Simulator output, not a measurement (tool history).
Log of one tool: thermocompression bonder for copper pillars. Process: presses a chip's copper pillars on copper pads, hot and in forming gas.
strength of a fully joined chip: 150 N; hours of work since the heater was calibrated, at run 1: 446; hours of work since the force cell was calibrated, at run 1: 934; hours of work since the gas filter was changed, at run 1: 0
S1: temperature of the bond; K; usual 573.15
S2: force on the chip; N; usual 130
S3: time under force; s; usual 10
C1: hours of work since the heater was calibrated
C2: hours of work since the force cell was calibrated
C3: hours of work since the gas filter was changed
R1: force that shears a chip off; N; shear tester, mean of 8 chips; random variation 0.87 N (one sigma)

run 1 hour=0 | S1=573.15 S2=130 S3=10 | C1=446 C2=934 C3=0 | R1=64.4
run 2 hour=20 | S1=573.15 S2=130 S3=27 | C1=457 C2=944 C3=10 | R1=89.5
run 3 hour=57 | S1=558.15 S2=130 S3=27 | C1=476 C2=963 C3=29 | R1=76.1
run 4 hour=84.8 | S1=573.15 S2=130 S3=8 | C1=490 C2=977 C3=43 | R1=57
run 5 hour=119.3 | S1=573.15 S2=130 S3=8 | C1=507 C2=995 C3=61 | R1=58.4
run 6 hour=159.1 | S1=573.15 S2=130 S3=8 | C1=528 C2=1015 C3=81 | R1=58
run 7 hour=178.8 | S1=573.15 S2=130 S3=10 | C1=538 C2=1025 C3=91 | R1=62.7
run 8 hour=211.2 | S1=573.15 S2=119 S3=10 | C1=554 C2=1042 C3=108 | R1=58.3
-- hour=225.8 forming gas filter changed
run 9 hour=233.4 | S1=573.15 S2=119 S3=10 | C1=566 C2=1053 C3=4 | R1=59.1
run 10 hour=263.7 | S1=573.15 S2=130 S3=10 | C1=581 C2=1068 C3=19 | R1=63.2
run 11 hour=306 | S1=573.15 S2=130 S3=10 | C1=603 C2=1090 C3=41 | R1=63
-- hour=312.1 heater calibrated with a thermocouple chip
-- hour=316.8 force cell calibrated
run 12 hour=344.2 | S1=573.15 S2=130 S3=10 | C1=16 C2=14 C3=59 | R1=64.3
run 13 hour=368.1 | S1=546.15 S2=130 S3=10 | C1=28 C2=26 C3=71 | R1=43.3
run 14 hour=411.9 | S1=573.15 S2=115 S3=10 | C1=50 C2=49 C3=93 | R1=55
run 15 hour=448.4 | S1=573.15 S2=115 S3=10 | C1=69 C2=67 C3=112 | R1=56
-- hour=453.2 forming gas filter changed
run 16 hour=469.4 | S1=573.15 S2=115 S3=10 | C1=79 C2=78 C3=8 | R1=57
run 17 hour=496.1 | S1=573.15 S2=115 S3=10 | C1=93 C2=91 C3=22 | R1=57.8
run 18 hour=541.8 | S1=573.15 S2=115 S3=10 | C1=116 C2=115 C3=45 | R1=55.6
-- hour=546.8 heater calibrated with a thermocouple chip, once more
run 19 hour=587.8 | S1=573.15 S2=115 S3=10 | C1=21 C2=137 C3=68 | R1=61.9
run 20 hour=618.9 | S1=573.15 S2=115 S3=10 | C1=37 C2=153 C3=84 | R1=63.4
run 21 hour=661.9 | S1=588.15 S2=115 S3=22 | C1=59 C2=175 C3=106 | R1=93
-- hour=680.2 forming gas filter changed
run 22 hour=684.9 | S1=573.15 S2=96 S3=8 | C1=70 C2=187 C3=2 | R1=48
run 23 hour=716.2 | S1=592.15 S2=103 S3=8 | C1=86 C2=203 C3=18 | R1=65
run 24 hour=737.3 | S1=574.15 S2=188 S3=19 | C1=97 C2=213 C3=29 | R1=110.3
run 25 hour=762.4 | S1=601.15 S2=188 S3=19 | C1=110 C2=226 C3=42 | R1=127.5
run 26 hour=786.9 | S1=601.15 S2=118 S3=9 | C1=122 C2=239 C3=55 | R1=82.2
run 27 hour=822.9 | S1=584.15 S2=97 S3=10 | C1=141 C2=257 C3=73 | R1=59.8
run 28 hour=851.5 | S1=599.15 S2=133 S3=9 | C1=155 C2=272 C3=88 | R1=88.2
run 29 hour=887.6 | S1=574.15 S2=100 S3=8 | C1=174 C2=290 C3=106 | R1=49
-- hour=906.4 forming gas filter changed
run 30 hour=935 | S1=573.15 S2=129 S3=8 | C1=198 C2=314 C3=15 | R1=62.5
run 31 hour=977.9 | S1=562.15 S2=87 S3=13 | C1=220 C2=336 C3=37 | R1=45.2
run 32 hour=1004.1 | S1=595.15 S2=170 S3=10 | C1=233 C2=350 C3=50 | R1=102.9
run 33 hour=1030.7 | S1=595.15 S2=170 S3=10 | C1=247 C2=363 C3=64 | R1=102.3
run 34 hour=1063.3 | S1=557.15 S2=124 S3=19 | C1=264 C2=380 C3=80 | R1=67.8
run 35 hour=1090.3 | S1=557.15 S2=124 S3=19 | C1=277 C2=394 C3=94 | R1=67.2
run 36 hour=1129.3 | S1=583.15 S2=164 S3=18 | C1=297 C2=414 C3=114 | R1=103.6
-- hour=1134.2 forming gas filter changed
run 37 hour=1171.7 | S1=573.15 S2=120 S3=13 | C1=319 C2=435 C3=19 | R1=69.2
run 38 hour=1195.9 | S1=554.15 S2=168 S3=5 | C1=331 C2=447 C3=32 | R1=51.2
run 39 hour=1240.9 | S1=546.15 S2=175 S3=6 | C1=354 C2=470 C3=55 | R1=51.3
run 40 hour=1281 | S1=546.15 S2=175 S3=6 | C1=375 C2=491 C3=75 | R1=49.3

Forecast each of these 3 alternatives for the next run:
run A hour=1311 | S1=546.15 S2=105 S3=6 | C1=390 C2=506 C3=90 | R1=?
run B hour=1311 | S1=576.15 S2=183 S3=10 | C1=390 C2=506 C3=90 | R1=?
run C hour=1311 | S1=573.15 S2=130 S3=8 | C1=390 C2=506 C3=90 | R1=?

run=A R1=29.5
run=B R1=89.9
run=C R1=61.7
Without the tool's hidden state the same runs would have given:
run=A R1=32.2
run=B R1=95.8
run=C R1=66.3

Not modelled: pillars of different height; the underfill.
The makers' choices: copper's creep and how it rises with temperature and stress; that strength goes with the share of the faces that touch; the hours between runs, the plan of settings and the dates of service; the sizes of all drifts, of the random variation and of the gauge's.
